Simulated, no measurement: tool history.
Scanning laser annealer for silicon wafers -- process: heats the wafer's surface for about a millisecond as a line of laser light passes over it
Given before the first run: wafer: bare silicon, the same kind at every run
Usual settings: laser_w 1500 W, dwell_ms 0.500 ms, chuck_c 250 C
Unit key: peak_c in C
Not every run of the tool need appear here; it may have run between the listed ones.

Run 1, hour 0.0: usual settings. Result: peak_c 1012 C.
Run 2, hour 20.4: usual settings but chuck_c 267 C. Result: peak_c 1031 C.
Run 3, hour 38.9: usual settings. Result: peak_c 1015 C.
Run 4, hour 52.4: usual settings. Result: peak_c 1013 C.
Run 5, hour 67.7: usual settings. Result: peak_c 1014 C.
Run 6, hour 86.5: usual settings. Result: peak_c 1009 C.
Run 7, hour 102.2: usual settings. Result: peak_c 1009 C.
Run 8, hour 126.0: usual settings but laser_w 1596 W. Result: peak_c 1063 C.
Run 9, hour 137.4: usual settings but laser_w 1419 W. Result: peak_c 966 C.
Run 10, hour 148.3: usual settings but laser_w 1419 W. Result: peak_c 961 C.
Run 11, hour 164.2: usual settings but laser_w 1419 W. Result: peak_c 963 C.
Run 12, hour 180.1: usual settings but laser_w 1430 W. Result: peak_c 971 C.
Run 13, hour 193.4: usual settings but laser_w 1430 W. Result: peak_c 973 C.
Run 14, hour 217.1: usual settings but dwell_ms 0.367 ms. Result: peak_c 898 C.
Run 15, hour 236.8: usual settings but dwell_ms 0.367 ms. Result: peak_c 901 C.
Run 16, hour 258.7: usual settings but laser_w 1314 W, dwell_ms 0.367 ms. Result: peak_c 810 C.
Run 17, hour 271.1: usual settings but laser_w 1314 W, dwell_ms 0.367 ms. Result: peak_c 809 C.
Run 18, hour 286.0: usual settings but laser_w 1314 W, dwell_ms 0.367 ms. Result: peak_c 808 C.
Run 19, hour 300.9: usual settings but laser_w 1314 W, dwell_ms 0.367 ms. Result: peak_c 807 C.
Run 20, hour 317.2: usual settings but laser_w 1569 W, dwell_ms 0.556 ms, chuck_c 211 C. Result: peak_c 1046 C.
Run 21, hour 327.5: usual settings but laser_w 1475 W, dwell_ms 0.434 ms, chuck_c 241 C. Result: peak_c 933 C.
Run 22, hour 339.2: usual settings but laser_w 1404 W, dwell_ms 0.566 ms, chuck_c 252 C. Result: peak_c 1000 C.
Run 23, hour 355.5: usual settings but laser_w 1470 W, dwell_ms 0.429 ms, chuck_c 238 C. Result: peak_c 923 C.
Run 24, hour 373.8: usual settings but laser_w 1470 W, dwell_ms 0.553 ms, chuck_c 269 C. Result: peak_c 1044 C.
Run 25, hour 393.6: usual settings but laser_w 1589 W. Result: peak_c 1055 C.
Run 26, hour 410.5: usual settings but laser_w 1621 W, dwell_ms 0.436 ms, chuck_c 271 C. Result: peak_c 1039 C.
Run 27, hour 431.2: usual settings but laser_w 1412 W, chuck_c 222 C. Result: peak_c 929 C.
Run 28, hour 453.0: usual settings but laser_w 1412 W, chuck_c 222 C. Result: peak_c 924 C.
Run 29, hour 467.5: usual settings but laser_w 1412 W, chuck_c 222 C. Result: peak_c 930 C.
Run 30, hour 489.2: usual settings but laser_w 1613 W, dwell_ms 0.488 ms, chuck_c 243 C. Result: peak_c 1052 C.
Run 31, hour 500.7: usual settings but dwell_ms 0.541 ms, chuck_c 267 C. Result: peak_c 1052 C.
Run 32, hour 513.6: usual settings but dwell_ms 0.541 ms, chuck_c 267 C. Result: peak_c 1049 C.
Run 33, hour 537.8: usual settings but dwell_ms 0.541 ms, chuck_c 267 C. Result: peak_c 1049 C.
Run 34, hour 559.2: usual settings but dwell_ms 0.541 ms, chuck_c 267 C. Result: peak_c 1052 C.
Run 35, hour 581.4: usual settings but laser_w 1310 W, dwell_ms 0.509 ms. Result: peak_c 904 C.
Run 36, hour 596.9: usual settings but dwell_ms 0.468 ms, chuck_c 263 C. Result: peak_c 990 C.

Withheld: 2 entries from between the runs. Position of each, and hidden state at the listed run before versus the listed run after:
Between runs 19 and 20: laser's power meter calibrated (hour 305.2)
  light that passes the window, % of a clean one's: 98.65 -> 98.63; laser's true power over the reading, %: -0.04 -> -0.06; width of the line over the set one, %: 0.65 -> 0.66
  the result without the hidden state subtracted from the measured one, peak_c: -11 -> -16 C
Between runs 24 and 25: laser's power meter calibrated, once more (hour 378.8)
  light that passes the window, % of a clean one's: 98.49 -> 98.45; laser's true power over the reading, %: -0.07 -> 0.14
  the result without the hidden state subtracted from the measured one, peak_c: -16 -> -16 C

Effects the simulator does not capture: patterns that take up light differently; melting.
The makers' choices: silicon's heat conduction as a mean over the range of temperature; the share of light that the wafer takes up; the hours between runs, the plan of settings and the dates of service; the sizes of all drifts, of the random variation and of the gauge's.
